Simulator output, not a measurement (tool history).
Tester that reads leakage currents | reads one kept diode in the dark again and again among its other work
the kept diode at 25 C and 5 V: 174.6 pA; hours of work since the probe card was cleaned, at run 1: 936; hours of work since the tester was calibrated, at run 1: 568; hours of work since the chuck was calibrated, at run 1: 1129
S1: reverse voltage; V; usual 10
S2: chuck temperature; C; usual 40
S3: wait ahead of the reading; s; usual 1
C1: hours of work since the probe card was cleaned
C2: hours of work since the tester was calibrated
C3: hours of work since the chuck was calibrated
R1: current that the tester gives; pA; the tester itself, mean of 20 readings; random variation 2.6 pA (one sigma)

run    hour    S1  S2    S3    C1    C2    C3       R1
  1       0    10  40     1   936   568  1129  1025.08
  2     120    10  40     1  1000   631  1192  1039.97
  3     285    10  40     1  1086   717  1279  1044.02
  4   378.5    10  40     1  1135   766  1328  1058.77
      429.9  -- probe card cleaned and baked
  5   474.6    10  40     1    23   815  1377  1036.81
  6   666.1    10  40     1   124   916  1478  1050.48
  7   829.4    10  40     1   210  1002  1563  1069.96
  8   950.3    10  40     1   273  1065  1627  1076.45
  9    1048    10  51     1   325  1117  1678   2673.5
     1156.9  -- chuck's temperature calibrated
 10  1212.3   8.2  40     1   410  1202    29   827.09
 11  1358.9   8.2  40     1   487  1279   106   830.42
 12  1523.9    10  40     1   574  1365   193   898.16
 13  1623.6    10  40     1   626  1418   245   906.03
 14  1755.6    10  50     1   695  1487   314  2108.23
 15  1925.4    10  50     1   784  1576   404  2119.74
 16  2094.3    10  40     1   873  1665   492   938.31
 17  2247.9    10  40     1   954  1746   573   945.74
 18  2395.1    10  40   3.5  1031  1823   650   958.42
 19  2532.9  12.1  46  0.54  1104  1895   723  1696.75
     2654.3  -- probe card cleaned and baked
 20  2722.1  12.1  46  0.54    36  1993   821  1690.56
 21  2815.8    14  39  6.32    85  2042   870   980.69
     2895.8  -- tester calibrated
 22  2979.1    14  39  6.32   170    44   955  1002.72
 23  3072.6    14  39  6.32   219    93  1004  1010.22
 24  3234.4    14  39  6.32   304   178  1089  1026.69
 25  3409.2    14  30  6.32   395   270  1180   474.82
 26  3554.5   1.5  29  1.46   472   346  1257   204.92
 27  3732.2   6.1  26  1.23   565   439  1350   255.04
 28  3919.5   6.1  22   3.4   663   538  1448   178.87
 29  4043.2   5.8  46  9.32   728   603  1513  1451.54
 30  4159.9   5.8  48  3.78   790   664  1575  1722.76
 31  4333.7  10.4  34     1   881   755  1666   655.99
 32  4414.7   5.3  58  2.43   924   798  1709  3732.17

3 ways to go on from here, each from the tool as it stands after run 32. What would each give?
     4463.7  -- chuck's temperature calibrated
  A  4588.1   10  40   7.2  1014  888  65   ?
     4463.7  -- chuck's temperature calibrated
  B  4588.1  5.3  59  6.93  1014  888  65   ?
     4463.7  -- chuck's temperature calibrated
  C  4588.1  5.3  42  2.43  1014  888  65   ?

run       R1
  A   895.57
  B  3376.42
  C   855.41
Without the tool's hidden state the same runs would have given:
run      R1
  A  866.15
  B  3341.7
  C  836.87
